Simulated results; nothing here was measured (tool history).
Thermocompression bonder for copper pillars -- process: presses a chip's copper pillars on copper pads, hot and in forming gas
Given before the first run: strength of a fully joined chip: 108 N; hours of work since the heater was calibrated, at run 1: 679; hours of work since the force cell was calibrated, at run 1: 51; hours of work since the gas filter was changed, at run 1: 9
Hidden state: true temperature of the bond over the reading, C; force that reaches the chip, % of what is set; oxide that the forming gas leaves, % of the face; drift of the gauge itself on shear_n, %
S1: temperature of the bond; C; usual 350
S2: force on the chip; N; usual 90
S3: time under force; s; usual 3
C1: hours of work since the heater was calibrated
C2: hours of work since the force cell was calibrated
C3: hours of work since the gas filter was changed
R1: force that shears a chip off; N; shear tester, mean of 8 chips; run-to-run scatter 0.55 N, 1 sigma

run	day	S1	S2	S3	C1	C2	C3	R1
1	0.000	350	90	3	679	51	9	43.7
2	0.292	350	90	3	682	54	12	44.4
3	0.638	350	90	3	686	58	16	44.1
4	0.967	350	90	3	690	61	20	44.6
5	1.208	350	90	3	693	64	22	43.2
6	1.546	350	90	3	696	68	26	42.5
7	1.788	350	90	3	699	70	29	43.8
8	2.046	350	90	3	702	73	32	43.7
9	2.392	350	90	3	706	77	36	43.2
10	2.562	350	90	3	708	79	38	43.3
11	2.846	350	90	3	711	82	41	43.4
12	3.196	350	90	3	715	86	45	43.2
13	3.388	350	90	3	717	88	47	44.8
14	3.542	350	90	3	718	90	48	44.1
15	3.725	374	90	3	720	92	50	57.4
16	4.075	374	90	3	724	96	54	56.5
17	4.275	350	90	3	727	98	57	43.3
18	4.483	350	90	3	729	100	59	43.8
19	4.858	341	90	3	733	104	63	38.7
20	5.029	341	90	3	735	106	65	38.1
21	5.367	361	86	3	739	110	69	48.7
22	5.525	331	84	3	740	112	70	31.9
23	5.738	344	68	2	743	114	73	26.6
24	6.038	330	58	3	746	118	76	22.1
25	6.283	330	58	3	749	120	79	21.4
26	6.517	380	107	4	751	123	81	75.1
27	6.733	350	90	5	754	125	84	53.2
28	7.042	350	90	5	757	129	87	53.5
29	7.408	350	90	5	761	133	91	52.1
30	7.562	349	56	3	763	134	93	26.9
31	7.783	349	56	3	765	137	95	26.6
32	7.996	326	97	3	768	139	98	34.3
33	8.275	326	97	3	771	142	101	33.7
34	8.600	328	105	3	775	146	104	37.7
35	8.879	339	90	5	778	149	108	45.7
36	9.075	350	90	7	780	151	110	58.9
37	9.433	367	57	3	784	155	114	34.2
38	9.633	322	59	2	786	157	116	14.5
# day 9.858: forming gas filter changed
39	9.867	344	59	2	788	160	0	23.1
40	10.212	333	107	6	792	164	4	53.9

4 options for the next run, each taken on its own from the tool as it stands now. Forecast them:
A	10.567	350	90	2	796	168	8	?
B	10.567	347	111	7	796	168	8	?
C	10.567	354	109	5	796	168	8	?
D	10.567	376	90	3	796	168	8	?

run	R1
A	36.5
B	67.4
C	65.1
D	58.7
Without the tool's unlogged condition, the same runs would have read:
run	R1
A	36.4
B	67.2
C	64.9
D	58.6
